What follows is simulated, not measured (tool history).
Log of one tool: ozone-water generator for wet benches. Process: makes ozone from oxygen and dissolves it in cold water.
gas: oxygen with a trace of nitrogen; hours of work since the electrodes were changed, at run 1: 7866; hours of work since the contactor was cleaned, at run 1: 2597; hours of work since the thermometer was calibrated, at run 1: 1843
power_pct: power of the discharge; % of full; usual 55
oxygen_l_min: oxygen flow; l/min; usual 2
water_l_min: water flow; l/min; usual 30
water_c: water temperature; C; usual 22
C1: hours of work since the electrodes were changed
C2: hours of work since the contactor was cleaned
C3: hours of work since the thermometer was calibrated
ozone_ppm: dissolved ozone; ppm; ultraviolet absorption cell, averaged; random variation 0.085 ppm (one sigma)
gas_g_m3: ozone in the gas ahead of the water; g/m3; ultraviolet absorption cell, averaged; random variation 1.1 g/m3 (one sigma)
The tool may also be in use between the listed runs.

Run 1, day 0: usual settings; C1 7866; C2 2597; C3 1843. Result: ozone_ppm 7.65 ppm, gas_g_m3 191.5 g/m3.
Run 2, day 4.404: usual settings; C1 7971; C2 2703; C3 1949. Result: ozone_ppm 7.74 ppm, gas_g_m3 192.4 g/m3.
Run 3, day 11.225: usual settings; C1 8135; C2 2866; C3 2112. Result: ozone_ppm 7.67 ppm, gas_g_m3 193.1 g/m3.
Run 4, day 17.538: usual settings but water_c 24 C; C1 8286; C2 3018; C3 2263. Result: ozone_ppm 7.65 ppm, gas_g_m3 192.4 g/m3.
Run 5, day 23.288: usual settings; C1 8424; C2 3155; C3 2401. Result: ozone_ppm 7.63 ppm, gas_g_m3 192.8 g/m3.
Run 6, day 27.425: usual settings; C1 8523; C2 3254; C3 2500. Result: ozone_ppm 7.74 ppm, gas_g_m3 192.7 g/m3.
Run 7, day 35.642: usual settings; C1 8720; C2 3451; C3 2697. Result: ozone_ppm 7.78 ppm, gas_g_m3 192.2 g/m3.
Run 8, day 43.204: usual settings but water_c 14 C; C1 8901; C2 3633; C3 2878. Result: ozone_ppm 8 ppm, gas_g_m3 195.9 g/m3.
Run 9, day 51.296: usual settings but water_c 14 C; C1 9095; C2 3827; C3 3072. Result: ozone_ppm 8.07 ppm, gas_g_m3 195.3 g/m3.
Run 10, day 55.317: usual settings but power_pct 95 % of full; C1 9191; C2 3923; C3 3169. Result: ozone_ppm 11.02 ppm, gas_g_m3 284.1 g/m3.
Run 11, day 62.612: usual settings but power_pct 95 % of full; C1 9366; C2 4098; C3 3343. Result: ozone_ppm 11.16 ppm, gas_g_m3 284.2 g/m3.
Run 12, day 68.871: usual settings but water_l_min 29 l/min; C1 9516; C2 4248; C3 3493. Result: ozone_ppm 7.95 ppm, gas_g_m3 193.9 g/m3.
At day 71.258: electrodes of the discharge changed.
Run 13, day 75.379: usual settings but oxygen_l_min 1.26 l/min, water_l_min 29 l/min; C1 99; C2 4398; C3 3643. Result: ozone_ppm 6.48 ppm, gas_g_m3 226 g/m3.
Run 14, day 81.108: usual settings but power_pct 80 % of full, oxygen_l_min 2.16 l/min, water_l_min 41 l/min, water_c 28 C; C1 236; C2 4535; C3 3781. Result: ozone_ppm 7.12 ppm, gas_g_m3 249.5 g/m3.
Run 15, day 87.204: usual settings but power_pct 80 % of full, oxygen_l_min 2.16 l/min, water_l_min 47 l/min, water_c 28 C; C1 382; C2 4681; C3 3927. Result: ozone_ppm 6.13 ppm, gas_g_m3 248.5 g/m3.
Run 16, day 91.238: usual settings but oxygen_l_min 1.21 l/min, water_c 17 C; C1 479; C2 4778; C3 4023. Result: ozone_ppm 6.02 ppm, gas_g_m3 230.1 g/m3.
At day 94.708: contactor cleaned.
Run 17, day 95.975: usual settings but oxygen_l_min 1.21 l/min, water_c 17 C; C1 588; C2 30; C3 4133. Result: ozone_ppm 6.09 ppm, gas_g_m3 232.8 g/m3.
Run 18, day 104.192: usual settings but power_pct 86 % of full, oxygen_l_min 1.19 l/min, water_l_min 37 l/min; C1 785; C2 227; C3 4330. Result: ozone_ppm 6.31 ppm, gas_g_m3 316.6 g/m3.
Run 19, day 110.533: usual settings but power_pct 86 % of full, oxygen_l_min 1.54 l/min, water_l_min 37 l/min, water_c 25 C; C1 937; C2 379; C3 4482. Result: ozone_ppm 7.16 ppm, gas_g_m3 290.9 g/m3.
Run 20, day 116.725: usual settings but oxygen_l_min 1.56 l/min, water_l_min 47 l/min, water_c 26 C; C1 1085; C2 528; C3 4630. Result: ozone_ppm 3.91 ppm, gas_g_m3 212.5 g/m3.
Run 21, day 120.467: usual settings but oxygen_l_min 1.56 l/min, water_l_min 47 l/min, water_c 26 C; C1 1175; C2 617; C3 4720. Result: ozone_ppm 3.89 ppm, gas_g_m3 215 g/m3.
Run 22, day 125.133: usual settings but power_pct 58 % of full, oxygen_l_min 1.56 l/min, water_l_min 47 l/min, water_c 26 C; C1 1287; C2 729; C3 4832. Result: ozone_ppm 4.13 ppm, gas_g_m3 220.4 g/m3.
Run 23, day 130.629: usual settings but power_pct 76 % of full, water_l_min 24 l/min; C1 1419; C2 861; C3 4963. Result: ozone_ppm 12.27 ppm, gas_g_m3 247.5 g/m3.
At day 137.546: water thermometer calibrated.
Run 24, day 138.217: usual settings but power_pct 84 % of full, oxygen_l_min 1.45 l/min, water_l_min 25 l/min, water_c 24 C; C1 1600; C2 1042; C3 16. Result: ozone_ppm 10.6 ppm, gas_g_m3 295 g/m3.
Run 25, day 145.438: usual settings but power_pct 41 % of full; C1 1773; C2 1215; C3 189. Result: ozone_ppm 6.27 ppm, gas_g_m3 160.7 g/m3.
Run 26, day 151.754: usual settings but power_pct 78 % of full, oxygen_l_min 1.54 l/min; C1 1924; C2 1367; C3 340. Result: ozone_ppm 8.59 ppm, gas_g_m3 275 g/m3.

3 ways to go on from here, each from the tool as it stands after run 26. What would each give?
Run A, day 155.229: usual settings but power_pct 90 % of full, oxygen_l_min 1.28 l/min; C1 2008; C2 1450; C3 424. Result: ozone_ppm ?, gas_g_m3 ?.
Run B, day 155.229: usual settings but power_pct 92 % of full, oxygen_l_min 1.54 l/min, water_c 18 C; C1 2008; C2 1450; C3 424. Result: ozone_ppm ?, gas_g_m3 ?.
Run C, day 155.229: usual settings but power_pct 75 % of full, oxygen_l_min 1.95 l/min; C1 2008; C2 1450; C3 424. Result: ozone_ppm ?, gas_g_m3 ?.

run  ozone_ppm  gas_g_m3
  A        8.8     321.6
  B       9.94     306.4
  C       9.52     247.3
Without the tool's hidden state the same runs would have given:
run  ozone_ppm  gas_g_m3
  A       8.81     314.1
  B       9.96     299.2
  C       9.53     241.4

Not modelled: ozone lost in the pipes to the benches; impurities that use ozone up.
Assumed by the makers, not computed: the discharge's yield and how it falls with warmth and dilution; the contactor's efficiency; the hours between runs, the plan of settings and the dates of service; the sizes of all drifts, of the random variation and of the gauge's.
